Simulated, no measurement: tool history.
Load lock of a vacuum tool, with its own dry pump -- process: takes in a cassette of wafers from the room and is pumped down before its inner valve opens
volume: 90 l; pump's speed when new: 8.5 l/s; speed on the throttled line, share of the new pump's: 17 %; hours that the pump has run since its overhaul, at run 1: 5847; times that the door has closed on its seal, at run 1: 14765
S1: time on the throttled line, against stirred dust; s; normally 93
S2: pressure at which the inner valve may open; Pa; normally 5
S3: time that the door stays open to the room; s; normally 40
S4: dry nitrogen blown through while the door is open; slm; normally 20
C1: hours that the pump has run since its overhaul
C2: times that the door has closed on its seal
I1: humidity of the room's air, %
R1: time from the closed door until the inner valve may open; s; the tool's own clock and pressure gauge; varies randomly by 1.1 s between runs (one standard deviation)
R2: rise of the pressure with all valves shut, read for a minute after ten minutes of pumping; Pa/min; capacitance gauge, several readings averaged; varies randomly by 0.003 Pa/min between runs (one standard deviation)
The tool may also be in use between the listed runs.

run,day,S1,S2,S3,S4,C1,C2,I1,R1,R2
1,0.000,93,5,40,20,5847,14765,44.0,188.9,0.150
2,13.138,93,5,40,20,6162,15389,42.0,190.4,0.153
3,30.954,93,5,40,20,6589,16237,45.8,191.4,0.159
4,54.425,93,5,40,20,7153,17353,44.9,190.3,0.177
5,69.175,93,5,40,20,7507,18055,45.2,189.7,0.194
6,91.579,93,5,121,20,8044,19120,42.5,191.2,0.214
7,112.258,93,5,121,20,8541,20104,46.8,190.9,0.230
8,123.900,93,5,121,20,8820,20657,46.8,192.6,0.242
9,148.321,186,6,116,13,9406,21819,43.5,266.0,0.265
10,162.779,186,6,116,13,9753,22507,47.2,266.7,0.282
11,176.412,186,6,116,13,10081,23155,46.4,267.8,0.292
12,197.308,186,6,116,13,10582,24149,40.5,270.7,0.295

Measured less the same run without the tool's hidden state. The same run-to-run variation is in both; the gauge's scatter may not be:
What the log doesn't record here: pump's speed, % of a new pump's; leak at the door's seal, Pa l/s; drift of the gauge itself on ready_s, %; drift of the gauge itself on rise_pa_min, %.
run,R1,R2
1,+5.5,+0.130
2,+5.8,+0.135
3,+6.3,+0.146
4,+6.8,+0.158
5,+7.1,+0.168
6,+7.6,+0.179
7,+8.4,+0.191
8,+8.7,+0.198
9,+7.5,+0.217
10,+7.8,+0.227
11,+8.2,+0.238
12,+8.6,+0.247
